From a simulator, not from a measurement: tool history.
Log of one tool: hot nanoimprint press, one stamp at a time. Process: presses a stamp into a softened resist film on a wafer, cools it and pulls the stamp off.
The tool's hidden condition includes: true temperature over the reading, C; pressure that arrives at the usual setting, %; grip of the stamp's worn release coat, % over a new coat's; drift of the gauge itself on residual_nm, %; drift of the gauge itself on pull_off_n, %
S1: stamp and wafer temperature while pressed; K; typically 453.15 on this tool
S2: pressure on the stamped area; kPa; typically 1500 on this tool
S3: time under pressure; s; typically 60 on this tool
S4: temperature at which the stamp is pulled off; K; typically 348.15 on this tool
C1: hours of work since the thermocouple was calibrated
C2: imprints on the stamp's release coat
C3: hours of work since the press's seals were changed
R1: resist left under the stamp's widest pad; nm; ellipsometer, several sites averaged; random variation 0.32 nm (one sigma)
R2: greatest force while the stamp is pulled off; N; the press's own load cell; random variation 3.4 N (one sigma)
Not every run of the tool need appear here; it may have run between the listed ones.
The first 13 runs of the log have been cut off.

run,day,S1,S2,S3,S4,C1,C2,C3,R1,R2
# day 3.883: plate thermocouple calibrated
14,4.212,460.15,1740,60,350.15,4,1285,95,75.5,195
15,4.512,460.15,1740,60,350.15,7,1296,98,75.8,198
16,4.725,455.15,1740,60,346.15,9,1305,100,91.8,214
17,4.950,453.15,1500,60,348.15,11,1313,103,107.3,213
18,5.192,463.15,2400,43,353.15,14,1323,105,63.8,181
19,5.508,452.15,2400,43,353.15,17,1335,109,98.0,182
20,5.867,452.15,2400,43,353.15,21,1349,113,98.1,182
21,6.054,461.15,2400,57,343.15,23,1356,115,61.5,236
22,6.275,458.15,1500,60,341.15,26,1365,117,88.8,243
# day 6.762: plate thermocouple calibrated, once more
23,6.788,458.15,1500,60,341.15,0,1380,121,90.4,247
24,7.075,458.15,1500,60,341.15,3,1391,124,90.4,241
25,7.479,442.15,2300,90,353.15,8,1406,129,119.7,189
26,7.721,453.15,1500,93,342.15,10,1416,131,93.4,241
27,8.167,453.15,1500,93,342.15,15,1433,136,93.8,248
28,8.408,453.15,1410,99,353.15,18,1442,138,94.8,184
29,8.762,463.15,1090,60,348.15,21,1456,142,89.5,212
30,9.050,463.15,1090,48,348.15,25,1467,145,97.7,211

Branching from run 30: 4 alternative next runs. What would each branch give?
A,9.250,453.15,910,60,348.15,27,1475,148,?,?
B,9.250,451.15,1480,48,353.15,27,1475,148,?,?
C,9.250,453.15,1500,62,348.15,27,1475,148,?,?
D,9.250,443.15,1100,60,346.15,27,1475,148,?,?

run,R1,R2
A,140.5,212
B,127.5,186
C,107.8,216
D,178.8,227
With no hidden state in the tool, these same runs would have given:
run,R1,R2
A,141.0,163
B,127.7,144
C,107.9,166
D,179.3,175

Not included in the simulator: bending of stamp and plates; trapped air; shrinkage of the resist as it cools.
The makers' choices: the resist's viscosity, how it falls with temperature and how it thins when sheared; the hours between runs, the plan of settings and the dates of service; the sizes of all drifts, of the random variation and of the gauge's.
